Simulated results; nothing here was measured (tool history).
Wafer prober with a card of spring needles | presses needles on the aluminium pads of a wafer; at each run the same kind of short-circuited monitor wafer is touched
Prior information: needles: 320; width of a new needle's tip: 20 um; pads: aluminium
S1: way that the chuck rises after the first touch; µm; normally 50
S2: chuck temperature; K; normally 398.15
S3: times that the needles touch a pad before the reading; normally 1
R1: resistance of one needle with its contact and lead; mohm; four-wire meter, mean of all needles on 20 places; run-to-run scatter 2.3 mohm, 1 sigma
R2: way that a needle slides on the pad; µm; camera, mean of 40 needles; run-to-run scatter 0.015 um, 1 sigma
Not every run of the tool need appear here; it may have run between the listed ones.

run   hour  S1      S2  S3   R1     R2
  1      0  50  398.15   1  367   9.75
       3.9  -- tips cleaned on abrasive film
  2   12.9  50  396.15   1  358   9.78
      19.4  -- tips cleaned on abrasive film
  3   26.7  50  396.15   1  344   9.75
      33.5  -- tips cleaned on abrasive film
        48  -- tips cleaned on abrasive film
  4   49.3  50  398.15   1  288   9.72
      63.2  -- tips cleaned on abrasive film
  5   70.1  50  398.15   2  312   9.71
      78.1  -- tips cleaned on abrasive film
        93  -- tips cleaned on abrasive film
  6   96.9  50  398.15   2  298   9.72
     107.4  -- tips cleaned on abrasive film
     123.6  -- tips cleaned on abrasive film
  7  125.9  50  398.15   2  288   9.68
     138.2  -- tips cleaned on abrasive film
  8  143.5  50  398.15   1  332   9.66
     152.9  -- tips cleaned on abrasive film
  9  160.2  50  398.15   1  352   9.66
     167.1  -- tips cleaned on abrasive film
     181.8  -- tips cleaned on abrasive film
 10  185.7  50  398.15   1  327    9.6
     196.4  -- tips cleaned on abrasive film
 11  205.2  50  398.15   1  357   9.64
       208  -- height of the first contact set anew
     213.3  -- tips cleaned on abrasive film
 12  220.9  50  398.15   2  315   9.77
     228.1  -- tips cleaned on abrasive film
 13  241.1  50  398.15   2  320   9.79
     242.8  -- tips cleaned on abrasive film
     257.8  -- tips cleaned on abrasive film
 14  261.7  50  398.15   1  326   9.77
     273.5  -- tips cleaned on abrasive film
 15  278.3  50  398.15   1  327   9.75
     288.8  -- tips cleaned on abrasive film
 16  294.5  50  398.15   2  311   9.74
       305  -- tips cleaned on abrasive film
 17    315  70  398.15   1  309  13.64
     319.7  -- tips cleaned on abrasive film
     335.2  -- tips cleaned on abrasive film
 18  341.3  57  361.15   2  287  11.11
     350.3  -- tips cleaned on abrasive film
     365.9  -- tips cleaned on abrasive film
 19  371.2  33  326.15   2  377   6.35
     381.4  -- tips cleaned on abrasive film
 20  389.8  50  398.15   1  356   9.66
     397.1  -- tips cleaned on abrasive film
     411.6  -- tips cleaned on abrasive film
 21  414.2  50  398.15   1  312   9.63
     426.8  -- tips cleaned on abrasive film
 22    431  66  306.15   1  277  12.75
     442.1  -- tips cleaned on abrasive film
 23  444.8  67  343.15   1  281  12.97
     457.1  -- tips cleaned on abrasive film
 24  468.7  67  343.15   1  314  12.97
     472.5  -- tips cleaned on abrasive film
     472.8  -- height of the first contact set anew
     487.3  -- tips cleaned on abrasive film
 25  487.3  62  329.15   2  238  12.17
     503.1  -- tips cleaned on abrasive film
 26  505.2  32  360.15   2  322   6.26
     518.5  -- tips cleaned on abrasive film
 27  529.8  40  398.15   1  433   7.82
       534  -- tips cleaned on abrasive film
       549  -- tips cleaned on abrasive film
 28  556.6  34  360.15   2  388   6.63
     563.4  -- tips cleaned on abrasive film
     577.9  -- tips cleaned on abrasive film
 29  587.5  62  362.15   2  290  12.12
     593.5  -- tips cleaned on abrasive film
 30  605.5  32  370.15   2  426    6.2
     607.8  -- tips cleaned on abrasive film
     623.7  -- tips cleaned on abrasive film
 31  629.5  50  398.15   1  351   9.69

Below are 4 alternative next runs, each starting from the tool's condition after run 31. Predict each:
     639.8  -- tips cleaned on abrasive film
     655.6  -- tips cleaned on abrasive film
  A  660.5  35  329.15   1   ?   ?
     639.8  -- tips cleaned on abrasive film
     655.6  -- tips cleaned on abrasive film
  B  660.5  68  398.15   1   ?   ?
     639.8  -- tips cleaned on abrasive film
     655.6  -- tips cleaned on abrasive film
  C  660.5  56  398.15   3   ?   ?
     639.8  -- tips cleaned on abrasive film
     655.6  -- tips cleaned on abrasive film
  D  660.5  50  398.15   2   ?   ?

run   R1     R2
  A  435   6.73
  B  305   13.2
  C  282  10.84
  D  312   9.67
Take away the tool's hidden state, keep each run's random variation, and the runs would have read:
run   R1     R2
  A  244   6.88
  B  255  13.35
  C  256  10.99
  D  259   9.82

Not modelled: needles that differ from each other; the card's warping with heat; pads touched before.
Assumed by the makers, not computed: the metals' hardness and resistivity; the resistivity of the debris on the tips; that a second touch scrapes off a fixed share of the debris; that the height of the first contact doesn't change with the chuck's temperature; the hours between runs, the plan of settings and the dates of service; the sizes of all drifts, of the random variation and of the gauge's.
